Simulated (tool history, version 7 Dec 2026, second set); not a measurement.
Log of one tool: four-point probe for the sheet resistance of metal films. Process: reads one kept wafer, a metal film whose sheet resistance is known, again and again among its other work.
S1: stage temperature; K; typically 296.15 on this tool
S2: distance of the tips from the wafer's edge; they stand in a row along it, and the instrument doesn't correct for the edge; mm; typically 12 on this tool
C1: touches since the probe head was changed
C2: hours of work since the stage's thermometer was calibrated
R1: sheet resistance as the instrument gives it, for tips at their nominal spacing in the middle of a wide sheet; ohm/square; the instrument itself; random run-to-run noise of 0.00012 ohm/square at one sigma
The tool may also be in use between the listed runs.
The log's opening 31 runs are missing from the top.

Run 32, hour 1651.7: usual settings but S1 304.15 K, S2 13 mm; C1 72089; C2 2606. Result: R1 0.585899 ohm/square.
Run 33, hour 1694.1: usual settings but S2 10 mm; C1 73355; C2 2629. Result: R1 0.583119 ohm/square.
Run 34, hour 1725.9: usual settings but S2 4 mm; C1 74306; C2 2646. Result: R1 0.589889 ohm/square.
Run 35, hour 1775.3: usual settings but S2 4 mm; C1 75785; C2 2672. Result: R1 0.589932 ohm/square.
Run 36, hour 1842.4: usual settings but S1 306.15 K, S2 6 mm; C1 77789; C2 2708. Result: R1 0.589327 ohm/square.
Run 37, hour 1909.3: usual settings but S1 302.15 K; C1 79791; C2 2744. Result: R1 0.585398 ohm/square.
Run 38, hour 1944.5: usual settings but S1 308.15 K, S2 7 mm; C1 80843; C2 2763. Result: R1 0.589124 ohm/square.
Run 39, hour 1999.3: usual settings but S1 308.15 K, S2 7 mm; C1 82480; C2 2792. Result: R1 0.58928 ohm/square.
Run 40, hour 2046.9: usual settings but S1 293.15 K, S2 41 mm; C1 83905; C2 2817. Result: R1 0.580895 ohm/square.
Run 41, hour 2102.1: usual settings but S1 293.15 K, S2 41 mm; C1 85552; C2 2847. Result: R1 0.580839 ohm/square.
Run 42, hour 2149.5: usual settings but S1 302.15 K, S2 31 mm; C1 86969; C2 2872. Result: R1 0.584583 ohm/square.

Each row is a separate what-if for the run after 42, all from the same tool condition, not one after another. Results?
Run A, hour 2198.3: usual settings but S1 298.15 K, S2 23 mm; C1 88429; C2 2898. Result: R1 ?.
Run B, hour 2198.3: usual settings but S1 298.15 K, S2 7 mm; C1 88429; C2 2898. Result: R1 ?.
Run C, hour 2198.3: usual settings but S1 305.15 K, S2 30 mm; C1 88429; C2 2898. Result: R1 ?.
Run D, hour 2198.3: usual settings but S1 292.15 K, S2 13 mm; C1 88429; C2 2898. Result: R1 ?.

run        R1
  A  0.583117
  B  0.585464
  C  0.585623
  D  0.581185
The same runs, with their run-to-run variation unchanged, on a tool lacking any hidden condition would have given:
run        R1
  A  0.583081
  B  0.585429
  C  0.585587
  D  0.581149
